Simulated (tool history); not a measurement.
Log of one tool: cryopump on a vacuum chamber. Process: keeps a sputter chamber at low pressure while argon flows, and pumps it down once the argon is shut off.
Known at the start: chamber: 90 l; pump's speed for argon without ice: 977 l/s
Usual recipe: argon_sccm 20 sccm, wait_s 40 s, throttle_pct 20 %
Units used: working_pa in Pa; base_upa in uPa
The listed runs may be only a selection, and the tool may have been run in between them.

run,hour,argon_sccm,wait_s,throttle_pct,working_pa,base_upa
1,0.0,20,40,20,0.1734,4.86
2,16.0,20,40,20,0.1728,4.67
3,24.6,20,33,20,0.1734,5.05
4,36.0,20,40,20,0.1737,4.81
5,43.7,20,40,20,0.1730,4.61
6,54.8,20,40,20,0.1739,4.81
7,70.2,20,40,20,0.1740,4.81
8,77.2,20,40,20,0.1745,4.91
9,91.2,13,40,20,0.1130,4.82
10,105.6,13,40,20,0.1136,5.05
11,114.3,18,40,20,0.1561,4.99
12,125.2,20,40,20,0.1746,5.02
13,132.7,20,40,20,0.1737,4.88
14,141.4,20,40,20,0.1756,5.15
15,156.0,29,40,20,0.2511,5.03
16,169.9,29,40,20,0.2527,5.02
17,183.3,29,44,20,0.2532,5.10
18,190.6,17,120,43,0.0704,4.20
19,201.2,27,214,20,0.2371,3.88
20,211.0,20,40,36,0.0985,5.31
21,220.3,20,62,20,0.1749,4.64
22,234.1,20,62,20,0.1757,4.83
23,249.8,20,62,20,0.1747,4.89
24,260.7,16,202,28,0.1008,4.15
25,275.7,18,28,16,0.1986,6.04
26,287.0,18,28,16,0.1970,6.03
27,294.5,30,40,47,0.1165,5.41
28,302.0,18,121,57,0.0567,4.55
29,317.2,18,95,57,0.0582,4.61
# hour 320.1: leaking fittings of the chamber tightened, without venting
30,327.3,10,232,20,0.0883,0.62
31,335.8,20,64,20,0.1768,1.34
32,350.0,20,64,57,0.0636,1.32
33,363.4,15,84,20,0.1331,1.12

5 options for the next run, each taken on its own from the tool as it stands now. Forecast them:
A,374.5,18,130,47,?,?
B,374.5,21,84,51,?,?
C,374.5,20,35,20,?,?
D,374.5,19,95,30,?,?
E,374.5,36,124,55,?,?

run,working_pa,base_upa
A,0.0702,0.91
B,0.0759,1.17
C,0.1749,2.11
D,0.1133,1.06
E,0.1212,0.92
What these runs would have given with no unlogged condition in the tool:
run,working_pa,base_upa
A,0.0664,0.76
B,0.0715,1.01
C,0.1707,1.97
D,0.1092,0.92
E,0.1136,0.77
